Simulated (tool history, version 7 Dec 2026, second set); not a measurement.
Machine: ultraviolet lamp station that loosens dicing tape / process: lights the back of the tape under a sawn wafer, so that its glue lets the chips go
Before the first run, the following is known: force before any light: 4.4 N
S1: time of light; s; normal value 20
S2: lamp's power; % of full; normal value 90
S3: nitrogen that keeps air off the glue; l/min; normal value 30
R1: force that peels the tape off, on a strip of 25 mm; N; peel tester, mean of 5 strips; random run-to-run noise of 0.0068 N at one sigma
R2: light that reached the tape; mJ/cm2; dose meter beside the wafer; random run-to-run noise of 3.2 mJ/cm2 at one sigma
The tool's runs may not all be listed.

{"run": 1, "hour": 0.0, "S1": 20, "S2": 90, "S3": 30, "R1": 0.239, "R2": 486}
{"run": 2, "hour": 10.4, "S1": 20, "S2": 90, "S3": 30, "R1": 0.227, "R2": 487}
{"run": 3, "hour": 24.6, "S1": 20, "S2": 90, "S3": 30, "R1": 0.226, "R2": 497}
{"run": 4, "hour": 33.5, "S1": 20, "S2": 90, "S3": 30, "R1": 0.233, "R2": 486}
{"run": 5, "hour": 45.4, "S1": 20, "S2": 90, "S3": 30, "R1": 0.236, "R2": 493}
{"run": 6, "hour": 52.9, "S1": 20, "S2": 90, "S3": 30, "R1": 0.236, "R2": 489}
{"run": 7, "hour": 60.9, "S1": 20, "S2": 90, "S3": 30, "R1": 0.234, "R2": 494}
{"run": 8, "hour": 76.0, "S1": 20, "S2": 90, "S3": 30, "R1": 0.235, "R2": 489}
{"run": 9, "hour": 85.3, "S1": 20, "S2": 90, "S3": 30, "R1": 0.227, "R2": 489}
{"run": 10, "hour": 93.2, "S1": 17, "S2": 74, "S3": 22, "R1": 0.407, "R2": 343}
{"run": 11, "hour": 110.9, "S1": 26, "S2": 85, "S3": 30, "R1": 0.208, "R2": 605}
{"run": 12, "hour": 118.2, "S1": 11, "S2": 96, "S3": 30, "R1": 0.439, "R2": 289}
{"run": 13, "hour": 133.7, "S1": 11, "S2": 96, "S3": 30, "R1": 0.449, "R2": 284}
{"run": 14, "hour": 145.1, "S1": 11, "S2": 96, "S3": 30, "R1": 0.43, "R2": 287}
{"run": 15, "hour": 152.4, "S1": 11, "S2": 96, "S3": 30, "R1": 0.455, "R2": 291}
{"run": 16, "hour": 170.5, "S1": 11, "S2": 76, "S3": 28, "R1": 0.66, "R2": 230}
{"run": 17, "hour": 182.1, "S1": 21, "S2": 76, "S3": 21, "R1": 0.303, "R2": 435}

4 ways to go on from here, each from the tool as it stands after run 17. What would each give?
{"run": "A", "hour": 191.3, "S1": 17, "S2": 85, "S3": 53, "R1": "?", "R2": "?"}
{"run": "B", "hour": 191.3, "S1": 17, "S2": 81, "S3": 10, "R1": "?", "R2": "?"}
{"run": "C", "hour": 191.3, "S1": 20, "S2": 68, "S3": 30, "R1": "?", "R2": "?"}
{"run": "D", "hour": 191.3, "S1": 21, "S2": 63, "S3": 21, "R1": "?", "R2": "?"}

run=A R1=0.241 R2=391
run=B R1=0.550 R2=374
run=C R1=0.323 R2=368
run=D R1=0.378 R2=365
Stripped of hidden state, with their random variation kept, the same runs would have yielded:
run=A R1=0.241 R2=392
run=B R1=0.548 R2=375
run=C R1=0.322 R2=369
run=D R1=0.376 R2=366
